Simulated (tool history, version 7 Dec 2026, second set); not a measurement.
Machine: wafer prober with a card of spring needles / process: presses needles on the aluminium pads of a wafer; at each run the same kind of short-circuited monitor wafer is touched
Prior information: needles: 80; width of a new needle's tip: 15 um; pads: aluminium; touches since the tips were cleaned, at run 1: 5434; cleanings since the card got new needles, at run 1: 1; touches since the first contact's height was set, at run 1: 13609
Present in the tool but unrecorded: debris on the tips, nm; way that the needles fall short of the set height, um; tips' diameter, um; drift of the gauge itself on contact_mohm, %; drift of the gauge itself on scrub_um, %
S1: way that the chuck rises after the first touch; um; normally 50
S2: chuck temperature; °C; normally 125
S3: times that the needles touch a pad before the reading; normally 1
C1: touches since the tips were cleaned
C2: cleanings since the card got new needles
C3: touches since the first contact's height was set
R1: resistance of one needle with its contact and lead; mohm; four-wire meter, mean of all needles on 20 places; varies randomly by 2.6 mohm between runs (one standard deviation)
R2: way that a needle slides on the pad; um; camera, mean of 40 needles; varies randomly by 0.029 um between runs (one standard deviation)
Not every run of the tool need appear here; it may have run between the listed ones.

run	hour	S1	S2	S3	C1	C2	C3	R1	R2
1	0.0	50	125	1	5434	1	13609	361	7.03
# hour 7.9: tips cleaned on abrasive film
2	10.0	50	37	1	808	2	17358	302	7.03
3	15.9	50	125	3	3059	2	19609	318	7.09
4	26.0	50	125	3	6873	2	23423	321	7.02
# hour 30.0: tips cleaned on abrasive film
5	30.9	50	125	3	331	3	25251	300	7.00
6	40.6	50	125	1	4006	3	28926	353	6.96
7	48.1	50	125	1	6856	3	31776	365	7.01
# hour 52.2: tips cleaned on abrasive film
8	58.6	42	97	2	2429	4	35711	337	5.94
9	67.3	47	46	2	5727	4	39009	321	6.62

Run 10 is up next; what results do you expect?
# hour 74.0: tips cleaned on abrasive film
10	74.0	47	46	2	0	5	41527	?	?

Run 10 yielded R1 275 mohm, R2 6.51 um.
If the tool had no hidden condition, the same run with the same run-to-run variation would have returned R1 270 mohm, R2 6.57 um.

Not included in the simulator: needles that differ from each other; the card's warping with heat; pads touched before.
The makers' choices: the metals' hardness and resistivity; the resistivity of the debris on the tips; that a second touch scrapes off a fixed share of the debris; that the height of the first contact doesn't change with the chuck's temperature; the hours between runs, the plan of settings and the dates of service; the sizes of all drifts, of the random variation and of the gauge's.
